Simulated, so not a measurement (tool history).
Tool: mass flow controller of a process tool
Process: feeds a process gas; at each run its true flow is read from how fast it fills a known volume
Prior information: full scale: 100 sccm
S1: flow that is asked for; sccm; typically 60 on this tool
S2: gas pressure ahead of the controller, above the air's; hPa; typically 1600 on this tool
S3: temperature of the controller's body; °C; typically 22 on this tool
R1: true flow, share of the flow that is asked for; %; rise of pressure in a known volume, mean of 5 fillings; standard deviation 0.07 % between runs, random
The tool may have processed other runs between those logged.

| run | hour | S1 | S2 | S3 | R1 |
|---|---|---|---|---|---|
| 1 | 0 | 60 | 1600 | 22 | 98.68 |
| 2 | 81.6 | 60 | 1600 | 22 | 98.51 |
| 3 | 150 | 60 | 1600 | 22 | 98.15 |
| 4 | 211.9 | 60 | 1600 | 22 | 98.15 |
| 5 | 284.2 | 60 | 1840 | 22 | 98.06 |
| 6 | 331.5 | 60 | 1600 | 22 | 97.74 |
| 7 | 366.4 | 60 | 1600 | 22 | 97.74 |
| 8 | 424.2 | 60 | 1600 | 22 | 97.52 |
| 9 | 492.9 | 60 | 1600 | 22 | 97.27 |
| 10 | 555.7 | 60 | 1600 | 22 | 97.31 |
| 11 | 604.7 | 60 | 1600 | 22 | 97.04 |
| 12 | 662.5 | 16 | 1790 | 35 | 96.59 |

What does the tool deliver on the next run?
| 13 | 710.2 | 28 | 2210 | 33 | ? |

For run 13 the tool returned R1 96.91 %.
Minus the tool's unlogged condition, the same run would have read R1 98.72 %.
